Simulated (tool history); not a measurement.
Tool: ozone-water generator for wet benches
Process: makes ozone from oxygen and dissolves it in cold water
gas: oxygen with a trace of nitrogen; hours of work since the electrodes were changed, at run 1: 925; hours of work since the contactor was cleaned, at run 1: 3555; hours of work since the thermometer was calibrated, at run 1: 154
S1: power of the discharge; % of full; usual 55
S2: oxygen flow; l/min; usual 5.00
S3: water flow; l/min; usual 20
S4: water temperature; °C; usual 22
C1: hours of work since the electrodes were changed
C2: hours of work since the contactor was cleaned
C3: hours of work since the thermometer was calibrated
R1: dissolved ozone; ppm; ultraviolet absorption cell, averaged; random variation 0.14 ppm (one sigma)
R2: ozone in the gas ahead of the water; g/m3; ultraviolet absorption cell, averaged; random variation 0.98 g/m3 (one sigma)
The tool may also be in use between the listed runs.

Run 1, hour 0.0: usual settings; C1 925; C2 3555; C3 154. Result: R1 15.6 ppm, R2 164.9 g/m3.
Run 2, hour 34.3: usual settings but S4 16 °C; C1 951; C2 3581; C3 181. Result: R1 16.9 ppm, R2 166.8 g/m3.
Run 3, hour 92.3: usual settings; C1 995; C2 3625; C3 225. Result: R1 15.5 ppm, R2 166.1 g/m3.
Run 4, hour 136.2: usual settings; C1 1029; C2 3658; C3 258. Result: R1 15.5 ppm, R2 165.0 g/m3.
Run 5, hour 165.0: usual settings; C1 1051; C2 3680; C3 280. Result: R1 15.5 ppm, R2 166.6 g/m3.
Run 6, hour 202.7: usual settings; C1 1079; C2 3709; C3 309. Result: R1 15.4 ppm, R2 164.0 g/m3.
Run 7, hour 237.8: usual settings; C1 1106; C2 3736; C3 335. Result: R1 15.5 ppm, R2 166.1 g/m3.
Run 8, hour 270.9: usual settings; C1 1131; C2 3761; C3 360. Result: R1 15.7 ppm, R2 165.1 g/m3.
Run 9, hour 322.0: usual settings; C1 1170; C2 3800; C3 399. Result: R1 15.4 ppm, R2 165.3 g/m3.
Run 10, hour 386.2: usual settings; C1 1219; C2 3849; C3 448. Result: R1 15.4 ppm, R2 165.5 g/m3.
Run 11, hour 454.3: usual settings; C1 1271; C2 3900; C3 500. Result: R1 15.4 ppm, R2 165.4 g/m3.
Run 12, hour 522.9: usual settings; C1 1323; C2 3952; C3 552. Result: R1 15.3 ppm, R2 165.3 g/m3.
Run 13, hour 586.3: usual settings but S4 28 °C; C1 1371; C2 4001; C3 600. Result: R1 14.0 ppm, R2 166.0 g/m3.
Run 14, hour 649.5: usual settings but S4 28 °C; C1 1419; C2 4049; C3 648. Result: R1 13.9 ppm, R2 164.5 g/m3.
Run 15, hour 705.1: usual settings but S4 28 °C; C1 1461; C2 4091; C3 691. Result: R1 14.1 ppm, R2 164.7 g/m3.
At hour 714.2: contactor cleaned.
Run 16, hour 748.5: usual settings; C1 1491; C2 26; C3 721. Result: R1 14.7 ppm, R2 165.4 g/m3.
Run 17, hour 804.4: usual settings but S1 64 % of full, S2 6.09 l/min, S4 17 °C; C1 1534; C2 69; C3 763. Result: R1 17.2 ppm, R2 160.6 g/m3.
Run 18, hour 873.4: usual settings but S1 64 % of full, S2 2.93 l/min, S3 17 l/min, S4 17 °C; C1 1586; C2 121; C3 816. Result: R1 19.9 ppm, R2 239.3 g/m3.
Run 19, hour 943.5: usual settings but S1 46 % of full, S3 28 l/min; C1 1640; C2 174; C3 869. Result: R1 9.5 ppm, R2 146.3 g/m3.
At hour 976.4: contactor cleaned, once more.
Run 20, hour 1002.1: usual settings but S1 51 % of full, S2 5.38 l/min, S3 32 l/min, S4 15 °C; C1 1681; C2 20; C3 910. Result: R1 11.0 ppm, R2 151.3 g/m3.
Run 21, hour 1070.2: usual settings but S1 64 % of full, S2 4.65 l/min, S3 32 l/min, S4 15 °C; C1 1733; C2 71; C3 962. Result: R1 12.1 ppm, R2 186.6 g/m3.
Run 22, hour 1137.6: usual settings but S1 64 % of full, S2 4.65 l/min, S3 32 l/min, S4 15 °C; C1 1784; C2 123; C3 1013. Result: R1 11.9 ppm, R2 185.4 g/m3.
Run 23, hour 1181.5: usual settings but S1 64 % of full, S2 4.65 l/min, S3 32 l/min, S4 15 °C; C1 1818; C2 156; C3 1047. Result: R1 12.0 ppm, R2 187.1 g/m3.
Run 24, hour 1240.3: usual settings but S4 15 °C; C1 1862; C2 201; C3 1091. Result: R1 17.8 ppm, R2 164.6 g/m3.
Run 25, hour 1279.7: usual settings but S1 43 % of full; C1 1892; C2 231; C3 1121. Result: R1 14.0 ppm, R2 143.9 g/m3.
Run 26, hour 1324.9: usual settings but S1 43 % of full, S2 4.25 l/min; C1 1927; C2 265; C3 1156. Result: R1 14.0 ppm, R2 156.2 g/m3.
Run 27, hour 1374.8: usual settings but S1 66 % of full, S2 8.61 l/min, S3 30 l/min; C1 1965; C2 303; C3 1194. Result: R1 12.2 ppm, R2 133.7 g/m3.
Run 28, hour 1423.4: usual settings but S1 48 % of full, S2 2.68 l/min, S3 30 l/min; C1 2002; C2 340; C3 1231. Result: R1 9.1 ppm, R2 214.2 g/m3.
Run 29, hour 1486.8: usual settings but S1 60 % of full, S2 6.31 l/min, S3 31 l/min, S4 20 °C; C1 2050; C2 388; C3 1279. Result: R1 11.6 ppm, R2 150.4 g/m3.
Run 30, hour 1535.4: usual settings but S2 5.55 l/min; C1 2087; C2 425; C3 1316. Result: R1 15.8 ppm, R2 155.0 g/m3.
Run 31, hour 1569.0: usual settings but S2 5.55 l/min; C1 2112; C2 451; C3 1341. Result: R1 15.8 ppm, R2 153.1 g/m3.
Run 32, hour 1630.8: usual settings but S2 4.04 l/min, S3 18 l/min; C1 2159; C2 498; C3 1388. Result: R1 17.6 ppm, R2 185.7 g/m3.

Hidden state or all else? Some run-to-run changes of R1, split into what the settings, what came in and random variation would give without the hidden state, and what is left for the hidden state (with any gauge scatter that isn't in both results):
The hidden state here: yield of the discharge, % of new electrodes'; contactor's efficiency, % of a clean one's; true water temperature over the reading, C; drift of the gauge itself on ozone_ppm, %; drift of the gauge itself on gas_g_m3, %.
Run 15 -> 16: S4 28 -> 22, contactor cleaned. R1 +0.6 ppm: hidden state -0.6, all else +1.2.
Run 18 -> 19: S1 64 -> 46, S2 2.93 -> 5.00, S3 17 -> 28, S4 17 -> 22. R1 -10.4 ppm: hidden state +0.9, all else -11.3.
Run 19 -> 20: S1 46 -> 51, S2 5.00 -> 5.38, S3 28 -> 32, S4 22 -> 15, contactor cleaned, once more. R1 +1.5 ppm: hidden state +1.1, all else +0.4.
Run 23 -> 24: S1 64 -> 55, S2 4.65 -> 5.00, S3 32 -> 20. R1 +5.8 ppm: hidden state -0.1, all else +5.9.
Run 29 -> 30: S1 60 -> 55, S2 6.31 -> 5.55, S3 31 -> 20, S4 20 -> 22. R1 +4.2 ppm: hidden state -0.1, all else +4.3.

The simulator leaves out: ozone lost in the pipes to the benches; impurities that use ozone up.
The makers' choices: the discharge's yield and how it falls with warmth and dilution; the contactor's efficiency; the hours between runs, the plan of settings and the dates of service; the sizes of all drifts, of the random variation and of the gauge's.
